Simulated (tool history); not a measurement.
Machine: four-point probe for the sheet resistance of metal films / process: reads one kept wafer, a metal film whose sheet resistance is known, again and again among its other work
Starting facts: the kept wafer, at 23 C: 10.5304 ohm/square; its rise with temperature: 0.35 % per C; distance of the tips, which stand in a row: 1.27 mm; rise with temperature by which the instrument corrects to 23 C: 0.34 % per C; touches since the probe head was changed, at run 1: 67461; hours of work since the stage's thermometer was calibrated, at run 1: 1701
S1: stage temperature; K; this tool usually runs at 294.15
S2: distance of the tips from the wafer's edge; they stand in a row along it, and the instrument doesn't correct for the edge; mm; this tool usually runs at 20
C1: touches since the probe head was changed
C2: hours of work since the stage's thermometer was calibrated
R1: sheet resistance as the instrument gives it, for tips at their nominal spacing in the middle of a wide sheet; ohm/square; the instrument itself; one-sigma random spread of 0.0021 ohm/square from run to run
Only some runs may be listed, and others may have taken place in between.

| run | hour | S1 | S2 | C1 | C2 | R1 |
|---|---|---|---|---|---|---|
| 1 | 0 | 294.15 | 20 | 67461 | 1701 | 10.543193 |
| 2 | 61.3 | 294.15 | 20 | 68393 | 1739 | 10.545475 |
| 3 | 121.7 | 298.15 | 20 | 69312 | 1777 | 10.548173 |
| 4 | 209.8 | 294.15 | 20 | 70652 | 1832 | 10.54466 |
| 5 | 287.8 | 302.15 | 20 | 71839 | 1881 | 10.549235 |
| 6 | 354.2 | 302.15 | 20 | 72848 | 1922 | 10.549289 |
| 7 | 457.8 | 294.15 | 20 | 74425 | 1987 | 10.540531 |
| 8 | 522.3 | 294.15 | 20 | 75405 | 2027 | 10.542201 |
| 9 | 632 | 294.15 | 20 | 77074 | 2096 | 10.540573 |
|  | 654.7 | stage's thermometer calibrated |
| 10 | 753.2 | 296.15 | 28 | 78910 | 61 | 10.507411 |
| 11 | 867.1 | 305.15 | 8 | 80643 | 133 | 10.648815 |
| 12 | 966.6 | 298.15 | 6 | 82156 | 195 | 10.746431 |
| 13 | 1041.3 | 298.15 | 6 | 83292 | 241 | 10.749635 |
| 14 | 1119.2 | 293.15 | 4 | 84477 | 290 | 11.035941 |
| 15 | 1180 | 298.15 | 18 | 85402 | 328 | 10.53101 |

Below, some changes in R1 between adjacent runs. For each, the amount present without the hidden state too (settings, incoming material, random variation) and the amount remaining for the hidden state with gauge scatter not shared by both compared results:
Hidden state present: inner tips' distance over the nominal, %; tips' flats over new ones', %; wafer's true temperature over the reading, C; drift of the gauge itself on sheet_ohm, %.
Run 9 -> 10: S1 294.15 -> 296.15, S2 20 -> 28, stage's thermometer calibrated. R1 -0.033162 ohm/square: hidden state -0.023841, all else -0.009321.
Run 14 -> 15: S1 293.15 -> 298.15, S2 4 -> 18. R1 -0.504931 ohm/square: hidden state +0.001331, all else -0.506262.
